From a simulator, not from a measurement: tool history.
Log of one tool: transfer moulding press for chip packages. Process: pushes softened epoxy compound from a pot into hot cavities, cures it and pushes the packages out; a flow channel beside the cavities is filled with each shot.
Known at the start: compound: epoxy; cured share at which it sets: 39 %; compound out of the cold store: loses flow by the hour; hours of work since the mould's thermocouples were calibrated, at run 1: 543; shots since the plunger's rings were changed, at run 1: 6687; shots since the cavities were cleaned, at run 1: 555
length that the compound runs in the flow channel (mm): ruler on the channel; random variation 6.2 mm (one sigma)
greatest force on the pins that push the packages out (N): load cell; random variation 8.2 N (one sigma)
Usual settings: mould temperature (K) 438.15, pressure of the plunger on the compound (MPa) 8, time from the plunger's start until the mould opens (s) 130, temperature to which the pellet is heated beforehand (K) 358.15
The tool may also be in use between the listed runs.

| run | hour | mould temperature (K) | pressure of the plunger on the compound (MPa) | time from the plunger's start until the mould opens (s) | temperature to which the pellet is heated beforehand (K) | hours of work since the mould's thermocouples were calibrated | shots since the plunger's rings were changed | shots since the cavities were cleaned | incoming compound's hours out of the cold store | length that the compound runs in the flow channel (mm) | greatest force on the pins that push the packages out (N) |
|---|---|---|---|---|---|---|---|---|---|---|---|
| 1 | 0 | 438.15 | 8 | 130 | 358.15 | 543 | 6687 | 555 | 26.6 | 623 | 676 |
|  | 8.8 | plunger's sealing rings changed |
|  | 20.8 | cavities cleaned with cleaning compound and waxed |
| 2 | 59.4 | 438.15 | 8 | 130 | 358.15 | 567 | 327 | 257 | 12.2 | 696 | 558 |
| 3 | 101.8 | 438.15 | 8 | 130 | 358.15 | 586 | 610 | 540 | 20.7 | 688 | 646 |
|  | 122.8 | cavities cleaned with cleaning compound and waxed |
| 4 | 149.8 | 438.15 | 8 | 130 | 358.15 | 606 | 920 | 181 | 39.1 | 656 | 501 |
| 5 | 190.3 | 438.15 | 9.17 | 130 | 358.15 | 624 | 1189 | 450 | 43.8 | 690 | 631 |
|  | 226.6 | cavities cleaned with cleaning compound and waxed |
| 6 | 258.3 | 438.15 | 8 | 130 | 358.15 | 653 | 1632 | 211 | 26.7 | 666 | 512 |
| 7 | 320.1 | 438.15 | 8 | 130 | 358.15 | 680 | 2045 | 624 | 41 | 639 | 697 |
|  | 326.7 | cavities cleaned with cleaning compound and waxed |
| 8 | 379 | 438.15 | 8 | 130 | 354.15 | 705 | 2427 | 349 | 25.4 | 653 | 597 |
| 9 | 415.3 | 438.15 | 8 | 130 | 354.15 | 721 | 2669 | 591 | 12.3 | 674 | 706 |
|  | 426.3 | cavities cleaned with cleaning compound and waxed |
| 10 | 461 | 438.15 | 8 | 130 | 358.15 | 741 | 2963 | 231 | 32.6 | 667 | 535 |
|  | 525.2 | cavities cleaned with cleaning compound and waxed |
| 11 | 525.2 | 438.15 | 8 | 130 | 358.15 | 768 | 3381 | 0 | 44.6 | 639 | 346 |
|  | 558.3 | mould's thermocouples calibrated |
| 12 | 566.5 | 445.15 | 7.03 | 145 | 354.15 | 4 | 3642 | 261 | 35 | 591 | 551 |
|  | 626.2 | cavities cleaned with cleaning compound and waxed |
| 13 | 630.7 | 438.15 | 7.78 | 162 | 354.15 | 31 | 4060 | 30 | 43.6 | 620 | 370 |
| 14 | 672.7 | 432.15 | 9 | 135 | 368.15 | 49 | 4340 | 310 | 21.8 | 701 | 684 |
| 15 | 719.1 | 438.15 | 8 | 143 | 348.15 | 70 | 4649 | 619 | 16.1 | 667 | 684 |
|  | 726.4 | cavities cleaned with cleaning compound and waxed |
| 16 | 781.8 | 431.15 | 8 | 124 | 348.15 | 97 | 5057 | 369 | 38.9 | 642 | 865 |
|  | 825 | cavities cleaned with cleaning compound and waxed |
| 17 | 849.6 | 431.15 | 8 | 124 | 348.15 | 126 | 5499 | 164 | 21.5 | 666 | 763 |
| 18 | 903.6 | 438.15 | 8 | 126 | 363.15 | 149 | 5859 | 524 | 11.2 | 652 | 724 |
|  | 926 | cavities cleaned with cleaning compound and waxed |
| 19 | 938.1 | 438.15 | 8.06 | 130 | 358.15 | 164 | 6079 | 81 | 25.3 | 649 | 426 |

How the hidden state differs across the entries between the runs, from the last listed run before each to the first after it:
Between runs 1 and 2: plunger's sealing rings changed (hour 8.8); cavities cleaned with cleaning compound and waxed (hour 20.8)
  true mould temperature over the reading, C: 1.16 -> 1.21; pressure that reaches the compound, % of what is set: 87.22 -> 98.68; grip of the stained cavities, % over clean ones': 90.1 -> 58.3
  measured less the result without the state, length that the compound runs in the flow channel (mm): -48 -> -8; greatest force on the pins that push the packages out (N): +312 -> +196
Between runs 3 and 4: cavities cleaned with cleaning compound and waxed (hour 122.8)
  true mould temperature over the reading, C: 1.25 -> 1.29; pressure that reaches the compound, % of what is set: 98.23 -> 97.7; grip of the stained cavities, % over clean ones': 92 -> 45.8
  measured less the result without the state, length that the compound runs in the flow channel (mm): -9 -> -11; greatest force on the pins that push the packages out (N): +301 -> +151
Between runs 5 and 6: cavities cleaned with cleaning compound and waxed (hour 226.6)
  true mould temperature over the reading, C: 1.32 -> 1.38; pressure that reaches the compound, % of what is set: 97.17 -> 96.36; grip of the stained cavities, % over clean ones': 83.9 -> 50.6
  measured less the result without the state, length that the compound runs in the flow channel (mm): -14 -> -16; greatest force on the pins that push the packages out (N): +280 -> +165
Between runs 7 and 8: cavities cleaned with cleaning compound and waxed (hour 326.7)
  true mould temperature over the reading, C: 1.44 -> 1.49; pressure that reaches the compound, % of what is set: 95.58 -> 94.94; grip of the stained cavities, % over clean ones': 98.3 -> 70.5
  measured less the result without the state, length that the compound runs in the flow channel (mm): -19 -> -21; greatest force on the pins that push the packages out (N): +337 -> +238
Between runs 9 and 10: cavities cleaned with cleaning compound and waxed (hour 426.3)
  true mould temperature over the reading, C: 1.52 -> 1.56; pressure that reaches the compound, % of what is set: 94.52 -> 93.96; grip of the stained cavities, % over clean ones': 96 -> 54.7
  measured less the result without the state, length that the compound runs in the flow channel (mm): -23 -> -25; greatest force on the pins that push the packages out (N): +336 -> +180
Between runs 10 and 11: cavities cleaned with cleaning compound and waxed (hour 525.2)
  true mould temperature over the reading, C: 1.56 -> 1.62; pressure that reaches the compound, % of what is set: 93.96 -> 93.22; grip of the stained cavities, % over clean ones': 54.7 -> 2.8
  measured less the result without the state, length that the compound runs in the flow channel (mm): -25 -> -27; greatest force on the pins that push the packages out (N): +180 -> +1
Between runs 11 and 12: mould's thermocouples calibrated (hour 558.3)
  true mould temperature over the reading, C: 1.62 -> 0.22; pressure that reaches the compound, % of what is set: 93.22 -> 92.73; grip of the stained cavities, % over clean ones': 2.8 -> 58.2
  measured less the result without the state, length that the compound runs in the flow channel (mm): -27 -> -23; greatest force on the pins that push the packages out (N): +1 -> +202
Between runs 12 and 13: cavities cleaned with cleaning compound and waxed (hour 626.2)
  true mould temperature over the reading, C: 0.22 -> 0.28; pressure that reaches the compound, % of what is set: 92.73 -> 92; grip of the stained cavities, % over clean ones': 58.2 -> 9.3
  measured less the result without the state, length that the compound runs in the flow channel (mm): -23 -> -27; greatest force on the pins that push the packages out (N): +202 -> +31
Between runs 15 and 16: cavities cleaned with cleaning compound and waxed (hour 726.4)
  true mould temperature over the reading, C: 0.36 -> 0.41; pressure that reaches the compound, % of what is set: 90.96 -> 90.19; grip of the stained cavities, % over clean ones': 97.7 -> 71.5
  measured less the result without the state, length that the compound runs in the flow channel (mm): -34 -> -36; greatest force on the pins that push the packages out (N): +337 -> +345
Between runs 16 and 17: cavities cleaned with cleaning compound and waxed (hour 825)
  true mould temperature over the reading, C: 0.41 -> 0.47; pressure that reaches the compound, % of what is set: 90.19 -> 89.43; grip of the stained cavities, % over clean ones': 71.5 -> 43.9
  measured less the result without the state, length that the compound runs in the flow channel (mm): -36 -> -40; greatest force on the pins that push the packages out (N): +345 -> +213
Between runs 18 and 19: cavities cleaned with cleaning compound and waxed (hour 926)
  true mould temperature over the reading, C: 0.52 -> 0.55; pressure that reaches the compound, % of what is set: 88.75 -> 88.34; grip of the stained cavities, % over clean ones': 91.9 -> 21.1
  measured less the result without the state, length that the compound runs in the flow channel (mm): -42 -> -43; greatest force on the pins that push the packages out (N): +342 -> +71
